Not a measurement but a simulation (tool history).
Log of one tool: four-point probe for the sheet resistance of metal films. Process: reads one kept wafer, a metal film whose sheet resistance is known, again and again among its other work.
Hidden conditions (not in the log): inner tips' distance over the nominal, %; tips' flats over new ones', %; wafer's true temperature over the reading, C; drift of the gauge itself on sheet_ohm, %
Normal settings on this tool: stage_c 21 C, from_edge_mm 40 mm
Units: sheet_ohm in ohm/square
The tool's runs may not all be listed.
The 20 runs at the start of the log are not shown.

run,hour,stage_c,from_edge_mm,touches since the probe head was changed,hours of work since the stage's thermometer was calibrated,sheet_ohm
21,1201.3,20,40,35688,432,1.474034
22,1263.8,20,40,36443,468,1.473591
23,1329.9,20,40,37243,505,1.473555
24,1404.1,20,40,38142,547,1.473809
25,1448.4,21,37,38678,572,1.475114
26,1534.7,30,3,39723,621,1.614836
27,1603.1,30,3,40550,660,1.614395
28,1690.1,34,34,41602,710,1.490724
29,1770.4,34,34,42575,755,1.49112
30,1818.9,24,12,43162,783,1.486259
31,1906.8,24,12,44225,833,1.486571
32,1984.1,24,12,45161,876,1.486638
33,2020.8,24,12,45605,897,1.4862
34,2087.1,24,12,46407,935,1.486602
35,2160.3,29,40,47294,976,1.484616
36,2229,29,40,48125,1015,1.484037
37,2289.7,23,5,48860,1050,1.526093
38,2377,21,39,49916,1099,1.474434
39,2440,19,35,50678,1135,1.47197
40,2505.4,18,4,51470,1172,1.545462
41,2549.1,29,24,51999,1197,1.485741
# hour 2608.4: stage's thermometer calibrated
42,2613,29,24,52766,3,1.489118
43,2673.9,29,24,53503,37,1.489128
44,2715.4,21,23,54005,61,1.479337
45,2789.6,21,23,54903,103,1.479881

Branching from run 45: 4 alternative next runs. What would each branch give?
A,2854.8,21,48,55692,140,?
B,2854.8,25,5,55692,140,?
C,2854.8,19,4,55692,140,?
D,2854.8,22,4,55692,140,?

run,sheet_ohm
A,1.47807
B,1.531459
C,1.550375
D,1.554909
The same runs, with their run-to-run variation unchanged, on a tool lacking any hidden condition would have given:
run,sheet_ohm
A,1.47005
B,1.523178
C,1.541992
D,1.546507
